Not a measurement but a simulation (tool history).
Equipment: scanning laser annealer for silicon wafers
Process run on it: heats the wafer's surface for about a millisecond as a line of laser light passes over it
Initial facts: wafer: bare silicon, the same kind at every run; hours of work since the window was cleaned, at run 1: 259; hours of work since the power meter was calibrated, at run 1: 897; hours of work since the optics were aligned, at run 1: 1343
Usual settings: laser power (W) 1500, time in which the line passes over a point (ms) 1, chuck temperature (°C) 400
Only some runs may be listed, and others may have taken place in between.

run,hour,laser power (W),time in which the line passes over a point (ms),chuck temperature (°C),hours of work since the window was cleaned,hours of work since the power meter was calibrated,hours of work since the optics were aligned,highest temperature of the surface (°C)
1,0,1500,1,400,259,897,1343,1135
2,29.9,1500,1,400,280,918,1364,1139
3,51,1500,1,391,295,933,1379,1126
4,75.1,1500,1,391,312,950,1396,1126
5,96.5,1500,1,391,327,965,1411,1126
6,118.4,1500,1,391,342,980,1426,1126
7,148.2,1500,1,391,363,1001,1447,1122
8,176.4,1529,1,391,383,1021,1467,1137
9,192.6,1554,0.73,385,394,1032,1479,1036
10,220.6,1635,1.23,401,414,1052,1498,1283
11,240.5,1328,1,374,428,1066,1512,1008
12,259.4,1298,1.22,438,441,1079,1526,1118
13,275.5,1298,1.22,438,452,1091,1537,1115
14,294.9,1377,1.17,438,466,1104,1550,1147

Here are 3 independent what-if runs from the current tool condition. What would each one return?
A,327,1500,0.79,398,489,1127,1573,?
B,327,1377,0.74,390,489,1127,1573,?
C,327,1500,0.75,367,489,1127,1573,?

run,highest temperature of the surface (°C)
A,1048
B,966
C,998
With the hidden condition removed and each run's random variation left untouched, the same runs would have given:
run,highest temperature of the surface (°C)
A,1090
B,1004
C,1040
